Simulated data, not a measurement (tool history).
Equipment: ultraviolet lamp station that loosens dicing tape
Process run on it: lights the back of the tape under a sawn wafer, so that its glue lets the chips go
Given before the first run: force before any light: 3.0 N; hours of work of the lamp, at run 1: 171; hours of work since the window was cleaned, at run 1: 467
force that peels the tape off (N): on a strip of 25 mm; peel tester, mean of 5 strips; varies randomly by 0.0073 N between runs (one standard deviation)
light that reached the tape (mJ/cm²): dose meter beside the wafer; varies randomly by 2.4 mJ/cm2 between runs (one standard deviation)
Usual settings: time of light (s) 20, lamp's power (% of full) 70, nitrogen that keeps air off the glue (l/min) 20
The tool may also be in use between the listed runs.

run,hour,time of light (s),lamp's power (% of full),nitrogen that keeps air off the glue (l/min),hours of work of the lamp,hours of work since the window was cleaned,force that peels the tape off (N),light that reached the tape (mJ/cm²)
1,0,20,70,20,171,467,0.303,238
2,10.6,20,70,20,177,473,0.298,239
3,19,20,70,31,181,477,0.292,237
4,26.3,20,70,31,185,481,0.284,234
5,35.5,20,70,31,191,487,0.273,235
6,48.1,20,70,20,198,494,0.294,233
7,56.5,20,70,20,202,499,0.307,234
8,62.2,20,70,20,206,502,0.291,234
9,71.1,20,70,20,211,507,0.31,229
10,81.4,20,70,20,216,513,0.302,232
11,91.5,20,70,20,222,518,0.306,231
12,103.1,20,70,20,229,525,0.306,229
13,114.9,20,73,20,235,531,0.282,243
14,127.5,20,73,20,242,539,0.302,240
# hour 131.9: window cleaned of glue's vapour
15,136.6,20,73,20,247,3,0.302,232
16,146.4,20,73,20,253,8,0.314,227
17,157.5,20,72,20,259,14,0.316,223
18,169.8,20,70,25,266,21,0.308,222
19,178.3,20,70,25,271,26,0.302,217
20,187,20,70,25,276,31,0.306,217
21,194,20,70,20,280,35,0.336,215
22,204.4,20,70,30,285,41,0.293,217
# hour 211.6: window cleaned of glue's vapour, once more
23,218.1,20,70,30,293,4,0.264,250
24,228.3,24,100,20,299,9,0.224,426
25,237.9,24,100,20,304,15,0.22,420
26,245,20,63,18,308,19,0.327,225
27,251.7,20,70,32,312,23,0.261,246
28,264.1,12,93,15,319,30,0.392,194
29,272.1,12,93,21,323,34,0.357,198
30,283.9,35,85,31,330,41,0.232,518
31,295.5,17,85,30,336,47,0.263,247
32,305.7,13,70,20,342,53,0.485,159
33,315.6,30,70,32,348,59,0.228,365
34,321.8,22,70,24,351,62,0.256,270
35,328.3,22,92,8,355,66,0.265,350
36,337.6,22,90,7,360,71,0.271,345
37,345.3,18,70,20,365,75,0.323,217
38,356.9,28,80,20,371,82,0.23,387
39,367.2,28,77,33,377,88,0.224,368
40,373,26,99,16,380,91,0.219,443
41,384.4,29,70,20,387,97,0.236,348
42,392.1,26,72,40,391,102,0.225,317
43,404.4,26,72,40,398,109,0.236,319
44,416.6,26,72,40,405,116,0.222,318

Consider 3 possible next runs. They are alternatives, not a sequence: every one starts from the tool as it was left by run 44. What does each give?
A,423.6,23,79,36,409,119,?,?
B,423.6,30,62,14,409,119,?,?
C,423.6,14,72,26,409,119,?,?

run,force that peels the tape off (N),light that reached the tape (mJ/cm²)
A,0.244,311
B,0.257,315
C,0.404,175
Stripped of hidden state, with their random variation kept, the same runs would have yielded:
run,force that peels the tape off (N),light that reached the tape (mJ/cm²)
A,0.237,353
B,0.24,357
C,0.348,198
